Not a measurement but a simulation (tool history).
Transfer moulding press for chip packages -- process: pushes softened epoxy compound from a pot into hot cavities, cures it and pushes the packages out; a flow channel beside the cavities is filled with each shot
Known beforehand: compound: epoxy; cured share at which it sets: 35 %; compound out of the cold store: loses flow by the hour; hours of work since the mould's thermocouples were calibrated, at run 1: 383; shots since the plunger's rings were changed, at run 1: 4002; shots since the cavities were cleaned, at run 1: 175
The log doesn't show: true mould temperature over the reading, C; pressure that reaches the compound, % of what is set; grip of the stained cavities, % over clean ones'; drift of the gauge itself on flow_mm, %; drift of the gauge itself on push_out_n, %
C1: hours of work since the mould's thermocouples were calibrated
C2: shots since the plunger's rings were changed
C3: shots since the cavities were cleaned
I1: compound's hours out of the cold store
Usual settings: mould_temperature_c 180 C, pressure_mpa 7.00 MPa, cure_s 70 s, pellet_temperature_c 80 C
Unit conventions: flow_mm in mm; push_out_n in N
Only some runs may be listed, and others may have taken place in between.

run 1 hour=0.0 | mould_temperature_c=180 pressure_mpa=7.00 cure_s=70 pellet_temperature_c=80 | C1=383 C2=4002 C3=175 | I1=19.0 | flow_mm=834 push_out_n=809
run 2 hour=10.7 | mould_temperature_c=180 pressure_mpa=7.00 cure_s=70 pellet_temperature_c=80 | C1=391 C2=4176 C3=349 | I1=29.3 | flow_mm=787 push_out_n=838
-- hour=16.5 cavities cleaned with cleaning compound and waxed
-- hour=22.2 plunger's sealing rings changed
run 3 hour=25.0 | mould_temperature_c=180 pressure_mpa=7.00 cure_s=70 pellet_temperature_c=80 | C1=399 C2=45 C3=98 | I1=9.8 | flow_mm=909 push_out_n=1051
run 4 hour=33.3 | mould_temperature_c=180 pressure_mpa=7.00 cure_s=70 pellet_temperature_c=80 | C1=405 C2=180 C3=233 | I1=22.9 | flow_mm=847 push_out_n=1007
-- hour=45.9 cavities cleaned with cleaning compound and waxed
run 5 hour=52.1 | mould_temperature_c=180 pressure_mpa=7.00 cure_s=70 pellet_temperature_c=80 | C1=418 C2=459 C3=100 | I1=20.7 | flow_mm=852 push_out_n=789
run 6 hour=61.8 | mould_temperature_c=180 pressure_mpa=7.00 cure_s=70 pellet_temperature_c=80 | C1=425 C2=618 C3=259 | I1=30.6 | flow_mm=804 push_out_n=817
-- hour=73.5 cavities cleaned with cleaning compound and waxed
-- hour=83.6 cavities cleaned with cleaning compound and waxed, once more
run 7 hour=84.3 | mould_temperature_c=180 pressure_mpa=7.00 cure_s=70 pellet_temperature_c=80 | C1=439 C2=933 C3=11 | I1=34.1 | flow_mm=792 push_out_n=675
run 8 hour=101.0 | mould_temperature_c=180 pressure_mpa=7.00 cure_s=70 pellet_temperature_c=80 | C1=452 C2=1204 C3=282 | I1=44.8 | flow_mm=753 push_out_n=807
-- hour=111.1 cavities cleaned with cleaning compound and waxed
run 9 hour=121.9 | mould_temperature_c=180 pressure_mpa=7.00 cure_s=98 pellet_temperature_c=80 | C1=466 C2=1520 C3=176 | I1=41.4 | flow_mm=757 push_out_n=422
-- hour=138.5 cavities cleaned with cleaning compound and waxed
run 10 hour=141.3 | mould_temperature_c=183 pressure_mpa=7.00 cure_s=70 pellet_temperature_c=80 | C1=479 C2=1810 C3=46 | I1=23.1 | flow_mm=818 push_out_n=583
run 11 hour=151.7 | mould_temperature_c=183 pressure_mpa=7.00 cure_s=70 pellet_temperature_c=80 | C1=487 C2=1978 C3=214 | I1=42.4 | flow_mm=741 push_out_n=632
run 12 hour=160.0 | mould_temperature_c=183 pressure_mpa=7.00 cure_s=70 pellet_temperature_c=80 | C1=493 C2=2112 C3=348 | I1=38.0 | flow_mm=757 push_out_n=678
-- hour=165.5 cavities cleaned with cleaning compound and waxed
run 13 hour=172.6 | mould_temperature_c=183 pressure_mpa=7.00 cure_s=70 pellet_temperature_c=80 | C1=501 C2=2292 C3=115 | I1=17.6 | flow_mm=840 push_out_n=678
run 14 hour=188.4 | mould_temperature_c=183 pressure_mpa=7.00 cure_s=70 pellet_temperature_c=80 | C1=513 C2=2548 C3=371 | I1=38.4 | flow_mm=748 push_out_n=662
-- hour=192.1 cavities cleaned with cleaning compound and waxed
run 15 hour=203.1 | mould_temperature_c=180 pressure_mpa=7.00 cure_s=69 pellet_temperature_c=74 | C1=523 C2=2763 C3=178 | I1=38.6 | flow_mm=764 push_out_n=795
-- hour=219.4 cavities cleaned with cleaning compound and waxed
run 16 hour=219.4 | mould_temperature_c=180 pressure_mpa=7.00 cure_s=69 pellet_temperature_c=74 | C1=534 C2=3003 C3=0 | I1=41.5 | flow_mm=746 push_out_n=694
run 17 hour=239.6 | mould_temperature_c=180 pressure_mpa=7.00 cure_s=69 pellet_temperature_c=74 | C1=549 C2=3331 C3=328 | I1=14.9 | flow_mm=855 push_out_n=957
-- hour=247.0 cavities cleaned with cleaning compound and waxed
run 18 hour=256.2 | mould_temperature_c=182 pressure_mpa=7.00 cure_s=80 pellet_temperature_c=80 | C1=560 C2=3575 C3=149 | I1=45.8 | flow_mm=728 push_out_n=483
-- hour=274.5 cavities cleaned with cleaning compound and waxed
run 19 hour=274.9 | mould_temperature_c=182 pressure_mpa=7.00 cure_s=51 pellet_temperature_c=83 | C1=573 C2=3854 C3=5 | I1=33.7 | flow_mm=769 push_out_n=1270
run 20 hour=289.7 | mould_temperature_c=175 pressure_mpa=7.00 cure_s=51 pellet_temperature_c=83 | C1=584 C2=4095 C3=246 | I1=44.3 | flow_mm=747 push_out_n=1912
-- hour=297.9 mould's thermocouples calibrated
-- hour=303.2 cavities cleaned with cleaning compound and waxed
-- hour=308.2 plunger's sealing rings changed
run 21 hour=312.3 | mould_temperature_c=184 pressure_mpa=5.49 cure_s=54 pellet_temperature_c=81 | C1=8 C2=67 C3=106 | I1=16.7 | flow_mm=763 push_out_n=1139
run 22 hour=329.0 | mould_temperature_c=184 pressure_mpa=6.20 cure_s=86 pellet_temperature_c=78 | C1=20 C2=338 C3=377 | I1=11.9 | flow_mm=819 push_out_n=480
-- hour=333.2 cavities cleaned with cleaning compound and waxed
run 23 hour=344.8 | mould_temperature_c=180 pressure_mpa=6.54 cure_s=70 pellet_temperature_c=89 | C1=31 C2=571 C3=189 | I1=44.5 | flow_mm=725 push_out_n=729
run 24 hour=357.9 | mould_temperature_c=180 pressure_mpa=7.00 cure_s=84 pellet_temperature_c=80 | C1=40 C2=782 C3=400 | I1=30.7 | flow_mm=805 push_out_n=571
-- hour=360.6 cavities cleaned with cleaning compound and waxed
run 25 hour=378.6 | mould_temperature_c=180 pressure_mpa=7.00 cure_s=70 pellet_temperature_c=79 | C1=55 C2=1093 C3=291 | I1=36.7 | flow_mm=781 push_out_n=762
-- hour=387.0 cavities cleaned with cleaning compound and waxed
run 26 hour=389.1 | mould_temperature_c=179 pressure_mpa=7.07 cure_s=70 pellet_temperature_c=80 | C1=61 C2=1241 C3=35 | I1=24.7 | flow_mm=830 push_out_n=793
run 27 hour=406.4 | mould_temperature_c=179 pressure_mpa=7.07 cure_s=70 pellet_temperature_c=80 | C1=74 C2=1520 C3=314 | I1=21.5 | flow_mm=851 push_out_n=965

Predict each of these 3 candidate next runs independently; none follows another, all start after run 27:
-- hour=414.9 cavities cleaned with cleaning compound and waxed
run A hour=420.0 | mould_temperature_c=179 pressure_mpa=7.07 cure_s=70 pellet_temperature_c=74 | C1=83 C2=1717 C3=83 | I1=43.1 | flow_mm=? push_out_n=?
-- hour=414.9 cavities cleaned with cleaning compound and waxed
run B hour=420.0 | mould_temperature_c=180 pressure_mpa=5.64 cure_s=70 pellet_temperature_c=80 | C1=83 C2=1717 C3=83 | I1=19.5 | flow_mm=? push_out_n=?
-- hour=414.9 cavities cleaned with cleaning compound and waxed
run C hour=420.0 | mould_temperature_c=180 pressure_mpa=7.00 cure_s=70 pellet_temperature_c=74 | C1=83 C2=1717 C3=83 | I1=16.5 | flow_mm=? push_out_n=?

run=A flow_mm=758 push_out_n=698
run=B flow_mm=765 push_out_n=740
run=C flow_mm=857 push_out_n=746
The same runs, with their run-to-run variation unchanged, on a tool lacking any hidden condition would have given:
run=A flow_mm=771 push_out_n=644
run=B flow_mm=778 push_out_n=683
run=C flow_mm=872 push_out_n=689
